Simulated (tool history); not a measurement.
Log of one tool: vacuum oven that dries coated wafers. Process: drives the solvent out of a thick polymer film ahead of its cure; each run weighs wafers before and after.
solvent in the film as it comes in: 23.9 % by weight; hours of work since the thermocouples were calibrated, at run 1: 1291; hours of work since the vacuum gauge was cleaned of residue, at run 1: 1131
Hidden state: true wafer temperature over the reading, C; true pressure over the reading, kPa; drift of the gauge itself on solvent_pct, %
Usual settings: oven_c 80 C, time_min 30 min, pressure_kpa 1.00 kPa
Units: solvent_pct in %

run	day	oven_c	time_min	pressure_kpa	hours of work since the thermocouples were calibrated	hours of work since the vacuum gauge was cleaned of residue	solvent_pct
1	0.000	80	30	1.00	1291	1131	3.16
2	1.283	82	30	1.00	1307	1147	2.57
3	3.062	82	30	1.00	1330	1170	2.57
4	5.450	82	43	1.00	1360	1200	2.00
5	7.012	82	43	1.00	1380	1220	1.94
6	8.429	82	43	1.00	1398	1238	2.00
7	10.600	80	30	1.00	1425	1265	3.21
8	12.033	80	30	1.00	1444	1283	3.13
9	14.150	80	30	1.00	1470	1310	3.02
10	15.238	80	30	1.00	1484	1324	3.15
11	17.088	80	30	1.00	1508	1347	3.12
12	18.704	80	30	1.00	1528	1368	3.07
13	20.742	80	30	1.00	1554	1394	3.17
# day 21.112: oven's thermocouples calibrated
14	22.200	80	30	1.00	14	1411	3.88
15	23.550	80	30	1.00	31	1428	3.75
16	25.888	80	30	0.65	61	1458	3.34
17	27.938	80	33	1.00	86	1484	3.47
18	30.262	80	33	1.00	116	1513	3.60
19	31.808	80	33	1.00	136	1533	3.62
20	33.817	80	30	1.00	161	1558	3.89
21	34.796	80	34	1.00	173	1571	3.46
22	36.292	76	38	3.18	192	1590	7.87
23	38.604	76	38	3.18	222	1619	7.93
24	40.021	76	38	3.18	240	1637	7.96
25	41.471	67	30	1.00	258	1655	10.79
26	42.829	66	20	2.59	275	1672	15.69
27	45.146	71	38	3.64	305	1702	11.84
28	47.529	80	44	2.47	335	1732	4.89
29	48.517	76	31	1.00	347	1744	5.47
30	49.688	76	31	1.00	362	1759	5.46
31	50.808	80	18	0.68	376	1773	5.93
32	52.442	87	19	0.68	397	1794	2.71
33	53.808	75	44	0.68	414	1811	3.92
34	55.146	76	47	0.68	431	1828	3.36
35	57.558	76	47	0.61	462	1859	3.29
36	59.058	76	47	0.61	481	1878	3.37
37	60.042	72	32	0.67	493	1890	6.94
38	61.592	79	30	1.00	513	1910	4.19
39	63.258	69	26	1.41	534	1931	11.08
40	65.488	88	25	1.41	562	1960	2.64
41	66.942	88	25	1.41	581	1978	2.62
42	69.112	85	32	1.00	608	2005	2.45

Some steps in solvent_pct between neighbouring runs. How much of each would the tool show without its hidden state too (settings, what came in, random variation), and how much is left for the hidden state, with any gauge scatter that isn't in both results?
Run 13 -> 14: oven's thermocouples calibrated. solvent_pct +0.71 %: hidden state +0.72, all else -0.01.
Run 26 -> 27: oven_c 66 -> 71, time_min 20 -> 38, pressure_kpa 2.59 -> 3.64. solvent_pct -3.85 %: hidden state +0.30, all else -4.15.
Run 27 -> 28: oven_c 71 -> 80, time_min 38 -> 44, pressure_kpa 3.64 -> 2.47. solvent_pct -6.95 %: hidden state -0.24, all else -6.71.
Run 32 -> 33: oven_c 87 -> 75, time_min 19 -> 44. solvent_pct +1.21 %: hidden state +0.45, all else +0.76.
Run 38 -> 39: oven_c 79 -> 69, time_min 30 -> 26, pressure_kpa 1.00 -> 1.41. solvent_pct +6.89 %: hidden state +0.04, all else +6.85.
Run 39 -> 40: oven_c 69 -> 88, time_min 26 -> 25. solvent_pct -8.44 %: hidden state -0.22, all else -8.22.

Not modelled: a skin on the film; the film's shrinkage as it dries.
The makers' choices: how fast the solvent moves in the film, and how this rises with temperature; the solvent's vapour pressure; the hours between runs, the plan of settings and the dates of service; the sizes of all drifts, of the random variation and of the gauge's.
